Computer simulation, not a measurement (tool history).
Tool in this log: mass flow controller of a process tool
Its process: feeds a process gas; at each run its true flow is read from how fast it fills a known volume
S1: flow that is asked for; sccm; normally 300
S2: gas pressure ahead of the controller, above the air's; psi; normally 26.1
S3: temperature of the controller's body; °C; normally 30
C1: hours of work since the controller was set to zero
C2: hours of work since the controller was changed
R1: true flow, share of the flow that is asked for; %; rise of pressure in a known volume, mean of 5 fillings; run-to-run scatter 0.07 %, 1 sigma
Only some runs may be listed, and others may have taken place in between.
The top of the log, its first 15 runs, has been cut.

run 16 hour=1519.4 | S1=300 S2=26.1 S3=30 | C1=1208 C2=1208 | R1=99.06
run 17 hour=1615.6 | S1=233 S2=26.1 S3=30 | C1=1270 C2=1270 | R1=98.46
run 18 hour=1686.9 | S1=233 S2=26.1 S3=30 | C1=1316 C2=1316 | R1=98.52
run 19 hour=1819.9 | S1=249 S2=21.0 S3=21 | C1=1402 C2=1402 | R1=99.04
run 20 hour=1931.6 | S1=249 S2=21.0 S3=21 | C1=1474 C2=1474 | R1=98.96
run 21 hour=2060.4 | S1=200 S2=21.0 S3=37 | C1=1557 C2=1557 | R1=98.05
run 22 hour=2149.0 | S1=195 S2=21.0 S3=37 | C1=1615 C2=1615 | R1=97.98
run 23 hour=2220.0 | S1=195 S2=33.1 S3=37 | C1=1661 C2=1661 | R1=97.93
run 24 hour=2275.2 | S1=388 S2=26.1 S3=35 | C1=1696 C2=1696 | R1=99.63
run 25 hour=2388.2 | S1=388 S2=27.3 S3=38 | C1=1769 C2=1769 | R1=99.83
run 26 hour=2473.3 | S1=388 S2=27.3 S3=38 | C1=1824 C2=1824 | R1=99.78
run 27 hour=2557.5 | S1=269 S2=20.5 S3=38 | C1=1879 C2=1879 | R1=98.76
run 28 hour=2622.5 | S1=202 S2=20.5 S3=30 | C1=1921 C2=1921 | R1=98.24
run 29 hour=2682.8 | S1=202 S2=40.0 S3=27 | C1=1959 C2=1959 | R1=98.26
run 30 hour=2788.2 | S1=122 S2=35.7 S3=31 | C1=2028 C2=2028 | R1=96.75

Branching from run 30: 3 alternative next runs. What would each branch give?
run A hour=2864.9 | S1=300 S2=22.5 S3=38 | C1=2077 C2=2077 | R1=?
run B hour=2864.9 | S1=300 S2=26.1 S3=31 | C1=2077 C2=2077 | R1=?
run C hour=2864.9 | S1=164 S2=21.8 S3=36 | C1=2077 C2=2077 | R1=?

run=A R1=99.18
run=B R1=99.35
run=C R1=97.71
Without the tool's unlogged condition, the same runs would have read:
run=A R1=98.52
run=B R1=98.69
run=C R1=97.83
